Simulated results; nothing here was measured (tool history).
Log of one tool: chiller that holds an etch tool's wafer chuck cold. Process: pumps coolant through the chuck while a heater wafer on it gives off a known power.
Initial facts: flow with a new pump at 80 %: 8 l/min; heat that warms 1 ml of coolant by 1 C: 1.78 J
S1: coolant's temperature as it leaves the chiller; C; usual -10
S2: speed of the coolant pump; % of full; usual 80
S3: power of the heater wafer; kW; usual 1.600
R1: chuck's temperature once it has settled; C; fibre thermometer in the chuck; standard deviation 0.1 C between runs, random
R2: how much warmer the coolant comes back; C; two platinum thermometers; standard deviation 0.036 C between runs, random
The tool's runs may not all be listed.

run	hour	S1	S2	S3	R1	R2
1	0.0	-10	80	1.600	6.5	6.73
2	97.0	-10	80	1.600	6.4	6.72
3	211.3	-10	80	1.600	6.5	6.75
4	290.5	-10	80	1.600	6.6	6.79
5	353.9	-10	80	1.600	6.3	6.70
6	433.0	-10	80	1.600	6.5	6.79
7	580.9	-10	95	1.600	4.5	5.69
8	721.6	-10	95	1.600	4.3	5.74
9	845.7	-10	79	1.816	8.8	7.72
10	934.8	-10	71	1.600	8.0	7.55
11	1025.4	-10	71	1.600	8.0	7.54
12	1139.6	-10	71	1.600	8.0	7.52
13	1274.6	-10	71	1.600	8.0	7.61
# hour 1386.4: coolant changed, channels flushed
14	1389.6	-10	71	1.600	7.9	7.55
15	1538.5	-2	80	1.517	13.8	6.39
16	1634.3	-2	80	1.517	13.6	6.45

3 options for the next run, each taken on its own from the tool as it stands now. Forecast them:
A	1766.4	-15	83	1.192	?	?
B	1766.4	-4	62	2.351	?	?
C	1766.4	-18	83	0.851	?	?

run	R1	R2
A	-3.2	4.80
B	25.3	12.74
C	-9.6	3.44
Take away the tool's hidden state, keep each run's random variation, and the runs would have read:
run	R1	R2
A	-3.2	4.79
B	25.3	12.73
C	-9.6	3.44
